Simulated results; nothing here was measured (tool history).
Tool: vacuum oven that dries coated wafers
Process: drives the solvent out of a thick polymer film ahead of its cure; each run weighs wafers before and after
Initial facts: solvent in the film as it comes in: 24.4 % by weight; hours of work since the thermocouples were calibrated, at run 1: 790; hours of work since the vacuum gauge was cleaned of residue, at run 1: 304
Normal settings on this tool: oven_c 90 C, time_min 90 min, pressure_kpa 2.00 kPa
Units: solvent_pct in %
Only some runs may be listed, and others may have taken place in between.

| run | hour | oven_c | time_min | pressure_kpa | hours of work since the thermocouples were calibrated | hours of work since the vacuum gauge was cleaned of residue | solvent_pct |
|---|---|---|---|---|---|---|---|
| 1 | 0.0 | 90 | 90 | 2.00 | 790 | 304 | 2.92 |
| 2 | 14.3 | 90 | 90 | 2.00 | 797 | 310 | 2.93 |
| 3 | 25.3 | 90 | 90 | 2.00 | 802 | 315 | 2.91 |
| 4 | 37.2 | 90 | 90 | 2.00 | 807 | 320 | 2.90 |
| 5 | 49.7 | 90 | 90 | 2.00 | 812 | 326 | 2.91 |
| 6 | 58.8 | 90 | 90 | 1.41 | 816 | 330 | 2.65 |
| 7 | 79.8 | 90 | 90 | 1.41 | 826 | 339 | 2.64 |
| 8 | 90.9 | 90 | 90 | 1.41 | 831 | 344 | 2.64 |
| 9 | 100.5 | 90 | 90 | 1.41 | 835 | 348 | 2.67 |
| 10 | 117.2 | 90 | 90 | 1.41 | 842 | 356 | 2.64 |
| 11 | 130.0 | 90 | 90 | 1.41 | 848 | 361 | 2.68 |
| 12 | 142.2 | 90 | 90 | 1.41 | 853 | 367 | 2.63 |
| 13 | 151.1 | 90 | 90 | 1.94 | 857 | 371 | 2.86 |
| 14 | 162.0 | 83 | 90 | 2.00 | 862 | 376 | 4.75 |
| 15 | 179.4 | 83 | 90 | 2.00 | 870 | 383 | 4.76 |
| 16 | 200.2 | 83 | 90 | 2.00 | 879 | 392 | 4.80 |
| 17 | 217.3 | 83 | 90 | 2.00 | 887 | 400 | 4.78 |
| 18 | 229.6 | 83 | 141 | 2.00 | 892 | 405 | 2.57 |
| 19 | 238.2 | 90 | 90 | 2.00 | 896 | 409 | 2.87 |
| 20 | 252.1 | 90 | 90 | 2.00 | 902 | 415 | 2.89 |
| 21 | 262.9 | 90 | 91 | 2.00 | 907 | 420 | 2.82 |
|  | 266.0 | vacuum gauge cleaned of residue and calibrated |
| 22 | 276.6 | 90 | 90 | 2.00 | 912 | 5 | 2.88 |
| 23 | 288.1 | 90 | 90 | 2.00 | 917 | 10 | 2.88 |
| 24 | 302.5 | 90 | 90 | 2.00 | 924 | 16 | 2.87 |
| 25 | 313.5 | 90 | 90 | 2.00 | 928 | 21 | 2.87 |
| 26 | 332.7 | 85 | 75 | 2.27 | 937 | 29 | 5.35 |
|  | 340.9 | vacuum gauge cleaned of residue and calibrated, once more |
| 27 | 350.7 | 98 | 97 | 2.00 | 944 | 4 | 1.24 |
| 28 | 368.0 | 91 | 95 | 2.88 | 952 | 12 | 2.73 |
| 29 | 386.7 | 86 | 151 | 2.01 | 960 | 20 | 1.78 |
| 30 | 397.4 | 90 | 90 | 3.58 | 965 | 25 | 3.40 |
| 31 | 416.7 | 90 | 90 | 3.58 | 973 | 34 | 3.47 |
| 32 | 430.0 | 82 | 55 | 5.03 | 979 | 39 | 9.49 |
| 33 | 445.1 | 82 | 55 | 5.03 | 986 | 46 | 9.47 |
| 34 | 460.1 | 90 | 161 | 2.00 | 993 | 53 | 1.21 |
| 35 | 477.5 | 90 | 161 | 2.00 | 1000 | 60 | 1.18 |
| 36 | 489.4 | 81 | 62 | 4.94 | 1006 | 66 | 9.06 |
| 37 | 503.1 | 79 | 48 | 4.22 | 1012 | 72 | 11.11 |
| 38 | 522.5 | 82 | 69 | 2.00 | 1020 | 80 | 6.74 |
| 39 | 537.9 | 90 | 90 | 4.01 | 1027 | 87 | 3.61 |
| 40 | 557.9 | 90 | 70 | 2.00 | 1036 | 96 | 4.09 |
| 41 | 567.8 | 90 | 70 | 2.00 | 1040 | 100 | 4.11 |
| 42 | 589.1 | 90 | 70 | 2.00 | 1050 | 110 | 4.11 |
| 43 | 607.7 | 90 | 70 | 2.00 | 1058 | 118 | 4.11 |
| 44 | 626.3 | 90 | 90 | 1.60 | 1066 | 126 | 2.65 |
| 45 | 637.3 | 101 | 56 | 7.71 | 1071 | 131 | 4.05 |
| 46 | 657.5 | 101 | 156 | 4.57 | 1080 | 140 | 1.33 |
| 47 | 678.2 | 101 | 156 | 4.57 | 1089 | 149 | 1.35 |
| 48 | 692.7 | 101 | 156 | 4.57 | 1095 | 156 | 1.32 |

Hidden condition of the tool, last listed run before each entry between runs versus first listed run after:
Runs 21 to 22: vacuum gauge cleaned of residue and calibrated (hour 266.0)
  true wafer temperature over the reading, C: 1.08 -> 1.09; true pressure over the reading, kPa: 0.064 -> 0.094
  measured result minus the result with no hidden state, solvent_pct: -0.22 -> -0.22 %
Runs 26 to 27: vacuum gauge cleaned of residue and calibrated, once more (hour 340.9)
  true wafer temperature over the reading, C: 1.13 -> 1.14; true pressure over the reading, kPa: 0.098 -> 0.008
  measured result minus the result with no hidden state, solvent_pct: -0.33 -> -0.14 %

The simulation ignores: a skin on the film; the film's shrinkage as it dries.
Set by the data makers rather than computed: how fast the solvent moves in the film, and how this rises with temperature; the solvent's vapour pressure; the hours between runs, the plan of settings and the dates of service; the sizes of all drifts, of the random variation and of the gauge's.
